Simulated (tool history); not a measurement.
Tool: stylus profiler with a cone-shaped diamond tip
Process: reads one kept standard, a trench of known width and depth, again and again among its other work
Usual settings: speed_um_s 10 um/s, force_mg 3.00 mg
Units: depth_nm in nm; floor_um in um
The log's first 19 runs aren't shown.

run,hour,speed_um_s,force_mg,depth_nm,floor_um
20,810.7,37,2.14,101.42,27.28
# hour 829.2: height scale calibrated on a step standard, once more
21,870.4,37,2.14,101.34,27.27
22,908.3,37,2.14,101.32,27.26
23,935.7,18,1.01,100.86,27.24
24,974.9,10,1.94,101.38,27.29
25,1007.2,3,5.30,102.57,27.27
26,1062.5,3,5.30,102.46,27.23
27,1097.8,4,7.01,102.99,27.20
28,1123.6,4,7.01,102.95,27.25
29,1155.2,5,1.12,100.84,27.13
30,1206.4,5,1.12,100.87,27.20
31,1262.0,5,1.12,100.95,27.19

Forecast each of these 4 alternatives for the next run:
A,1288.1,10,1.53,?,?
B,1288.1,6,4.93,?,?
C,1288.1,6,1.12,?,?
D,1288.1,25,3.00,?,?

run,depth_nm,floor_um
A,101.08,27.03
B,102.44,27.16
C,100.85,27.12
D,101.69,27.07
Without the tool's hidden state the same runs would have given:
run,depth_nm,floor_um
A,101.04,27.90
B,102.40,28.03
C,100.81,27.99
D,101.65,27.95
